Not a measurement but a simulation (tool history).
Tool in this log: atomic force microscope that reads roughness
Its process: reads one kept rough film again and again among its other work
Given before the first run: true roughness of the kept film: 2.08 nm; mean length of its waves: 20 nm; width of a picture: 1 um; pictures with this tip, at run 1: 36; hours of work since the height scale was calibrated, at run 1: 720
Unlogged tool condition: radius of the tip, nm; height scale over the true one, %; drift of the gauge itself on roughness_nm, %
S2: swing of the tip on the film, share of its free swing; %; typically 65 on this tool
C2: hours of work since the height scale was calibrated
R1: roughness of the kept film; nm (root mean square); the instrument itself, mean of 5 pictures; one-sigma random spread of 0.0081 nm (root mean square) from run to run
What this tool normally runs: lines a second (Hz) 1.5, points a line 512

{"run": 1, "hour": 0.0, "lines a second (Hz)": 1.5, "S2": 65, "points a line": 512, "pictures with this tip": 36, "C2": 720, "R1": 1.601}
{"run": 2, "hour": 45.5, "lines a second (Hz)": 1.5, "S2": 65, "points a line": 512, "pictures with this tip": 93, "C2": 740, "R1": 1.487}
{"run": 3, "hour": 77.2, "lines a second (Hz)": 1.5, "S2": 65, "points a line": 512, "pictures with this tip": 132, "C2": 753, "R1": 1.41}
{"hour": 120.3, "done": "new tip fitted"}
{"run": 4, "hour": 124.0, "lines a second (Hz)": 1.5, "S2": 65, "points a line": 512, "pictures with this tip": 5, "C2": 773, "R1": 1.704}
{"run": 5, "hour": 153.9, "lines a second (Hz)": 1.5, "S2": 65, "points a line": 512, "pictures with this tip": 42, "C2": 785, "R1": 1.603}
{"run": 6, "hour": 193.8, "lines a second (Hz)": 1.5, "S2": 65, "points a line": 512, "pictures with this tip": 92, "C2": 802, "R1": 1.489}
{"run": 7, "hour": 227.4, "lines a second (Hz)": 1.5, "S2": 65, "points a line": 512, "pictures with this tip": 134, "C2": 816, "R1": 1.389}
{"run": 8, "hour": 248.5, "lines a second (Hz)": 1.5, "S2": 65, "points a line": 319, "pictures with this tip": 160, "C2": 825, "R1": 1.328}
{"hour": 267.2, "done": "new tip fitted"}
{"run": 9, "hour": 299.2, "lines a second (Hz)": 1.5, "S2": 65, "points a line": 319, "pictures with this tip": 40, "C2": 847, "R1": 1.582}
{"run": 10, "hour": 336.2, "lines a second (Hz)": 1.5, "S2": 60, "points a line": 512, "pictures with this tip": 86, "C2": 862, "R1": 1.519}
{"run": 11, "hour": 374.5, "lines a second (Hz)": 1.5, "S2": 60, "points a line": 512, "pictures with this tip": 134, "C2": 878, "R1": 1.406}
{"hour": 414.7, "done": "new tip fitted"}
{"run": 12, "hour": 422.7, "lines a second (Hz)": 1.5, "S2": 60, "points a line": 512, "pictures with this tip": 10, "C2": 899, "R1": 1.69}
{"run": 13, "hour": 472.2, "lines a second (Hz)": 1.84, "S2": 65, "points a line": 512, "pictures with this tip": 71, "C2": 920, "R1": 1.512}
{"run": 14, "hour": 522.7, "lines a second (Hz)": 1.84, "S2": 65, "points a line": 512, "pictures with this tip": 134, "C2": 941, "R1": 1.377}
{"hour": 562.7, "done": "new tip fitted"}
{"run": 15, "hour": 562.7, "lines a second (Hz)": 1.84, "S2": 65, "points a line": 512, "pictures with this tip": 0, "C2": 958, "R1": 1.698}
{"run": 16, "hour": 600.6, "lines a second (Hz)": 1.84, "S2": 65, "points a line": 512, "pictures with this tip": 47, "C2": 974, "R1": 1.581}
{"run": 17, "hour": 631.1, "lines a second (Hz)": 1.84, "S2": 65, "points a line": 512, "pictures with this tip": 85, "C2": 987, "R1": 1.497}
{"run": 18, "hour": 678.7, "lines a second (Hz)": 1.84, "S2": 65, "points a line": 512, "pictures with this tip": 145, "C2": 1007, "R1": 1.352}
{"run": 19, "hour": 707.8, "lines a second (Hz)": 1.45, "S2": 58, "points a line": 512, "pictures with this tip": 181, "C2": 1019, "R1": 1.317}
{"hour": 712.4, "done": "new tip fitted"}
{"run": 20, "hour": 753.4, "lines a second (Hz)": 1.45, "S2": 58, "points a line": 512, "pictures with this tip": 51, "C2": 1038, "R1": 1.578}
{"run": 21, "hour": 776.4, "lines a second (Hz)": 0.69, "S2": 88, "points a line": 512, "pictures with this tip": 80, "C2": 1048, "R1": 1.477}
{"run": 22, "hour": 805.3, "lines a second (Hz)": 1.41, "S2": 88, "points a line": 512, "pictures with this tip": 116, "C2": 1060, "R1": 1.351}
{"run": 23, "hour": 839.2, "lines a second (Hz)": 1.41, "S2": 88, "points a line": 512, "pictures with this tip": 158, "C2": 1075, "R1": 1.27}
{"hour": 859.9, "done": "new tip fitted"}
{"run": 24, "hour": 882.1, "lines a second (Hz)": 1.41, "S2": 88, "points a line": 512, "pictures with this tip": 28, "C2": 1092, "R1": 1.544}
{"hour": 886.0, "done": "height scale calibrated on a step standard"}
{"run": 25, "hour": 929.7, "lines a second (Hz)": 1.41, "S2": 88, "points a line": 512, "pictures with this tip": 86, "C2": 18, "R1": 1.403}
{"run": 26, "hour": 966.4, "lines a second (Hz)": 1.5, "S2": 66, "points a line": 630, "pictures with this tip": 132, "C2": 34, "R1": 1.415}
{"hour": 1007.8, "done": "new tip fitted"}
{"run": 27, "hour": 1007.8, "lines a second (Hz)": 0.58, "S2": 59, "points a line": 478, "pictures with this tip": 0, "C2": 51, "R1": 1.759}
{"run": 28, "hour": 1041.0, "lines a second (Hz)": 0.69, "S2": 68, "points a line": 451, "pictures with this tip": 42, "C2": 65, "R1": 1.605}
{"run": 29, "hour": 1084.1, "lines a second (Hz)": 0.69, "S2": 68, "points a line": 451, "pictures with this tip": 96, "C2": 84, "R1": 1.482}
{"run": 30, "hour": 1120.7, "lines a second (Hz)": 0.62, "S2": 68, "points a line": 897, "pictures with this tip": 141, "C2": 99, "R1": 1.42}
{"hour": 1148.9, "done": "height scale calibrated on a step standard, once more"}
{"hour": 1158.0, "done": "new tip fitted"}
{"run": 31, "hour": 1166.4, "lines a second (Hz)": 1.5, "S2": 59, "points a line": 577, "pictures with this tip": 10, "C2": 7, "R1": 1.729}
{"run": 32, "hour": 1201.6, "lines a second (Hz)": 0.88, "S2": 65, "points a line": 747, "pictures with this tip": 54, "C2": 22, "R1": 1.615}
{"run": 33, "hour": 1233.9, "lines a second (Hz)": 0.88, "S2": 65, "points a line": 747, "pictures with this tip": 95, "C2": 36, "R1": 1.511}

Consider 5 possible next runs. They are alternatives, not a sequence: every one starts from the tool as it was left by run 33. What does each give?
{"run": "A", "hour": 1280.9, "lines a second (Hz)": 3.28, "S2": 86, "points a line": 792, "pictures with this tip": 153, "C2": 56, "R1": "?"}
{"run": "B", "hour": 1280.9, "lines a second (Hz)": 0.77, "S2": 90, "points a line": 450, "pictures with this tip": 153, "C2": 56, "R1": "?"}
{"run": "C", "hour": 1280.9, "lines a second (Hz)": 2.24, "S2": 55, "points a line": 309, "pictures with this tip": 153, "C2": 56, "R1": "?"}
{"run": "D", "hour": 1280.9, "lines a second (Hz)": 1.19, "S2": 86, "points a line": 746, "pictures with this tip": 153, "C2": 56, "R1": "?"}
{"run": "E", "hour": 1280.9, "lines a second (Hz)": 1.82, "S2": 86, "points a line": 747, "pictures with this tip": 153, "C2": 56, "R1": "?"}

run=A R1=1.21
run=B R1=1.347
run=C R1=1.382
run=D R1=1.338
run=E R1=1.3
Take away the tool's hidden state, keep each run's random variation, and the runs would have read:
run=A R1=1.527
run=B R1=1.701
run=C R1=1.746
run=D R1=1.691
run=E R1=1.642

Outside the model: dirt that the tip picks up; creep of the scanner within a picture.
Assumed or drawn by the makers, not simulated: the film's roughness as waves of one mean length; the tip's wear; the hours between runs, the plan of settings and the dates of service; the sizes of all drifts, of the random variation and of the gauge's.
